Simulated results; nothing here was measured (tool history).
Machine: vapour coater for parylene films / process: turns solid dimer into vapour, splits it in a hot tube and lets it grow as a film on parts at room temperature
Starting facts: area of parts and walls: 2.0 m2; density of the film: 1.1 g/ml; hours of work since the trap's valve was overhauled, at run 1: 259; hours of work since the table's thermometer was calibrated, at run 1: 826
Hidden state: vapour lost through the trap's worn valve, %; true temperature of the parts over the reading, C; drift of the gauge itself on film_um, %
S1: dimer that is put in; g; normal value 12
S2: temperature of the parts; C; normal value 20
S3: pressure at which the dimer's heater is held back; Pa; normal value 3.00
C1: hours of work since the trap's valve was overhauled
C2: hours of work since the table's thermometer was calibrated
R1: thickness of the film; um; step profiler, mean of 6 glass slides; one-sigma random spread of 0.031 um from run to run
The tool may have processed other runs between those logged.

run 1 hour=0.0 | S1=12 S2=20 S3=3.00 | C1=259 C2=826 | R1=4.16
run 2 hour=34.1 | S1=12 S2=20 S3=3.00 | C1=278 C2=845 | R1=4.17
run 3 hour=71.9 | S1=12 S2=20 S3=3.00 | C1=299 C2=866 | R1=4.16
-- hour=77.9 trap's valve overhauled
run 4 hour=98.8 | S1=12 S2=20 S3=3.00 | C1=12 C2=879 | R1=4.19
run 5 hour=120.3 | S1=12 S2=20 S3=3.00 | C1=24 C2=891 | R1=4.16
run 6 hour=142.5 | S1=12 S2=20 S3=3.00 | C1=36 C2=904 | R1=4.20
run 7 hour=178.0 | S1=12 S2=20 S3=3.00 | C1=57 C2=924 | R1=4.17
run 8 hour=199.7 | S1=12 S2=20 S3=3.00 | C1=69 C2=936 | R1=4.21
run 9 hour=219.3 | S1=12 S2=20 S3=2.28 | C1=80 C2=947 | R1=4.40
run 10 hour=242.3 | S1=12 S2=20 S3=2.28 | C1=93 C2=960 | R1=4.44
run 11 hour=267.9 | S1=12 S2=20 S3=2.30 | C1=107 C2=975 | R1=4.35
run 12 hour=300.0 | S1=12 S2=20 S3=2.30 | C1=125 C2=993 | R1=4.42
run 13 hour=326.9 | S1=12 S2=20 S3=2.30 | C1=141 C2=1008 | R1=4.35
run 14 hour=363.9 | S1=7 S2=16 S3=2.83 | C1=162 C2=1029 | R1=2.99
run 15 hour=399.6 | S1=13 S2=30 S3=3.76 | C1=182 C2=1049 | R1=2.75
run 16 hour=424.5 | S1=11 S2=30 S3=3.76 | C1=196 C2=1063 | R1=2.32
run 17 hour=451.9 | S1=7 S2=20 S3=4.69 | C1=211 C2=1079 | R1=2.26
run 18 hour=470.4 | S1=7 S2=20 S3=4.69 | C1=222 C2=1089 | R1=2.24
run 19 hour=497.6 | S1=12 S2=20 S3=6.07 | C1=237 C2=1105 | R1=3.68
run 20 hour=519.1 | S1=21 S2=29 S3=3.37 | C1=249 C2=1117 | R1=4.78
run 21 hour=541.7 | S1=21 S2=29 S3=3.37 | C1=262 C2=1129 | R1=4.68
run 22 hour=563.7 | S1=6 S2=27 S3=3.76 | C1=274 C2=1142 | R1=1.46

Expected results for the next run?
run 23 hour=587.1 | S1=15 S2=21 S3=2.13 | C1=288 C2=1155 | R1=?

Run 23 gave R1 5.31 um.
Take away the tool's hidden state, keep the run-to-run variation as it was, and the same run would have given R1 5.36 um.

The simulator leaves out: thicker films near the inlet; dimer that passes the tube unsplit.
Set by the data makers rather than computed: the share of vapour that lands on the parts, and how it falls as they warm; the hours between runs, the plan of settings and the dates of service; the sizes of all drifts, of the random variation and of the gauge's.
